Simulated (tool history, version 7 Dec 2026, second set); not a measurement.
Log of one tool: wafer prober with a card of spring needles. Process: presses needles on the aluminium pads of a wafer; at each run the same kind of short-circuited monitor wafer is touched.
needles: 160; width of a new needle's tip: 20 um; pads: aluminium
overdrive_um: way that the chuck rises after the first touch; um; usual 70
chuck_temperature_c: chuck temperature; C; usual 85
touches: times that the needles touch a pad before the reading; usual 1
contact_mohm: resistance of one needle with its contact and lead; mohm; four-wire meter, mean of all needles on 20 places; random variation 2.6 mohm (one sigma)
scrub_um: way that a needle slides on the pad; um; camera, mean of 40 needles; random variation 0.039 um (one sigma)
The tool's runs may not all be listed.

run 1 hour=0 | overdrive_um=70 chuck_temperature_c=85 touches=1 | contact_mohm=303 scrub_um=19.51
run 2 hour=7.9 | overdrive_um=70 chuck_temperature_c=85 touches=1 | contact_mohm=300 scrub_um=19.56
-- hour=9.7 tips cleaned on abrasive film
-- hour=18.9 tips cleaned on abrasive film
run 3 hour=20.6 | overdrive_um=70 chuck_temperature_c=85 touches=1 | contact_mohm=301 scrub_um=19.57
-- hour=28 tips cleaned on abrasive film
run 4 hour=29 | overdrive_um=70 chuck_temperature_c=85 touches=1 | contact_mohm=303 scrub_um=19.53
-- hour=37.5 tips cleaned on abrasive film
run 5 hour=38.2 | overdrive_um=58 chuck_temperature_c=85 touches=1 | contact_mohm=307 scrub_um=16.18
run 6 hour=44.3 | overdrive_um=70 chuck_temperature_c=85 touches=2 | contact_mohm=300 scrub_um=19.61
-- hour=47.3 tips cleaned on abrasive film
run 7 hour=50.8 | overdrive_um=70 chuck_temperature_c=85 touches=2 | contact_mohm=299 scrub_um=19.59
-- hour=57.1 tips cleaned on abrasive film
run 8 hour=58.2 | overdrive_um=70 chuck_temperature_c=85 touches=2 | contact_mohm=306 scrub_um=19.65
-- hour=66.1 tips cleaned on abrasive film
run 9 hour=67.6 | overdrive_um=70 chuck_temperature_c=85 touches=2 | contact_mohm=294 scrub_um=19.55
-- hour=75.7 tips cleaned on abrasive film
run 10 hour=80.3 | overdrive_um=70 chuck_temperature_c=85 touches=2 | contact_mohm=303 scrub_um=19.62
-- hour=84.8 tips cleaned on abrasive film
run 11 hour=92.8 | overdrive_um=70 chuck_temperature_c=85 touches=1 | contact_mohm=305 scrub_um=19.64
-- hour=94.7 tips cleaned on abrasive film
run 12 hour=99.3 | overdrive_um=70 chuck_temperature_c=85 touches=1 | contact_mohm=302 scrub_um=19.67
-- hour=104.1 tips cleaned on abrasive film
-- hour=104.4 height of the first contact set anew
run 13 hour=106.9 | overdrive_um=70 chuck_temperature_c=85 touches=1 | contact_mohm=297 scrub_um=19.63
-- hour=114.2 tips cleaned on abrasive film
run 14 hour=115.8 | overdrive_um=70 chuck_temperature_c=85 touches=1 | contact_mohm=301 scrub_um=19.69
-- hour=123.5 tips cleaned on abrasive film
run 15 hour=123.5 | overdrive_um=70 chuck_temperature_c=85 touches=1 | contact_mohm=304 scrub_um=19.68
run 16 hour=130.1 | overdrive_um=70 chuck_temperature_c=85 touches=1 | contact_mohm=298 scrub_um=19.71
-- hour=132.6 tips cleaned on abrasive film
run 17 hour=138.6 | overdrive_um=83 chuck_temperature_c=85 touches=2 | contact_mohm=294 scrub_um=23.39
-- hour=141.7 tips cleaned on abrasive film
run 18 hour=150.4 | overdrive_um=62 chuck_temperature_c=102 touches=2 | contact_mohm=304 scrub_um=17.43
-- hour=151.3 tips cleaned on abrasive film
run 19 hour=155.9 | overdrive_um=88 chuck_temperature_c=85 touches=1 | contact_mohm=297 scrub_um=24.73
-- hour=160.6 tips cleaned on abrasive film
run 20 hour=164.3 | overdrive_um=88 chuck_temperature_c=85 touches=1 | contact_mohm=299 scrub_um=24.85
-- hour=170.2 tips cleaned on abrasive film
run 21 hour=174.8 | overdrive_um=70 chuck_temperature_c=91 touches=1 | contact_mohm=304 scrub_um=19.76
-- hour=179.7 tips cleaned on abrasive film
run 22 hour=184.6 | overdrive_um=62 chuck_temperature_c=35 touches=1 | contact_mohm=287 scrub_um=17.48
-- hour=189.7 tips cleaned on abrasive film
run 23 hour=195.7 | overdrive_um=70 chuck_temperature_c=34 touches=3 | contact_mohm=283 scrub_um=19.7
-- hour=199.4 tips cleaned on abrasive film
run 24 hour=201.3 | overdrive_um=70 chuck_temperature_c=34 touches=3 | contact_mohm=285 scrub_um=19.78
-- hour=208.6 tips cleaned on abrasive film
run 25 hour=212.7 | overdrive_um=55 chuck_temperature_c=58 touches=2 | contact_mohm=298 scrub_um=15.58
-- hour=217.9 tips cleaned on abrasive film
run 26 hour=219.4 | overdrive_um=55 chuck_temperature_c=58 touches=2 | contact_mohm=297 scrub_um=15.59
-- hour=227.1 tips cleaned on abrasive film
-- hour=232.3 height of the first contact set anew
run 27 hour=232.4 | overdrive_um=79 chuck_temperature_c=105 touches=1 | contact_mohm=304 scrub_um=22.36
-- hour=236.7 tips cleaned on abrasive film
run 28 hour=242.7 | overdrive_um=54 chuck_temperature_c=38 touches=1 | contact_mohm=294 scrub_um=15.26
-- hour=246.3 tips cleaned on abrasive film
run 29 hour=248.2 | overdrive_um=76 chuck_temperature_c=38 touches=1 | contact_mohm=284 scrub_um=21.54
run 30 hour=254.5 | overdrive_um=58 chuck_temperature_c=64 touches=1 | contact_mohm=299 scrub_um=16.46
-- hour=256.3 tips cleaned on abrasive film
-- hour=266.3 tips cleaned on abrasive film
run 31 hour=267.8 | overdrive_um=58 chuck_temperature_c=79 touches=1 | contact_mohm=305 scrub_um=16.5
run 32 hour=273.1 | overdrive_um=58 chuck_temperature_c=79 touches=1 | contact_mohm=303 scrub_um=16.46

The same runs without the tool's hidden state, with the same run-to-run variation:
The hidden state here: debris on the tips, nm; way that the needles fall short of the set height, um; tips' diameter, um; drift of the gauge itself on contact_mohm, %; drift of the gauge itself on scrub_um, %.
run=1 scrub_um=19.51
run=2 scrub_um=19.55
run=3 scrub_um=19.55
run=4 scrub_um=19.49
run=5 scrub_um=16.14
run=6 scrub_um=19.55
run=7 scrub_um=19.53
run=8 scrub_um=19.58
run=9 scrub_um=19.46
run=10 scrub_um=19.51
run=11 scrub_um=19.52
run=12 scrub_um=19.54
run=13 scrub_um=19.49
run=14 scrub_um=19.54
run=15 scrub_um=19.51
run=16 scrub_um=19.54
run=17 scrub_um=23.17
run=18 scrub_um=17.26
run=19 scrub_um=24.47
run=20 scrub_um=24.58
run=21 scrub_um=19.53
run=22 scrub_um=17.26
run=23 scrub_um=19.45
run=24 scrub_um=19.52
run=25 scrub_um=15.36
run=26 scrub_um=15.37
run=27 scrub_um=22.01
run=28 scrub_um=15.01
run=29 scrub_um=21.18
run=30 scrub_um=16.18
run=31 scrub_um=16.2
run=32 scrub_um=16.16
contact_mohm: within 1 mohm of the measured result in every run.

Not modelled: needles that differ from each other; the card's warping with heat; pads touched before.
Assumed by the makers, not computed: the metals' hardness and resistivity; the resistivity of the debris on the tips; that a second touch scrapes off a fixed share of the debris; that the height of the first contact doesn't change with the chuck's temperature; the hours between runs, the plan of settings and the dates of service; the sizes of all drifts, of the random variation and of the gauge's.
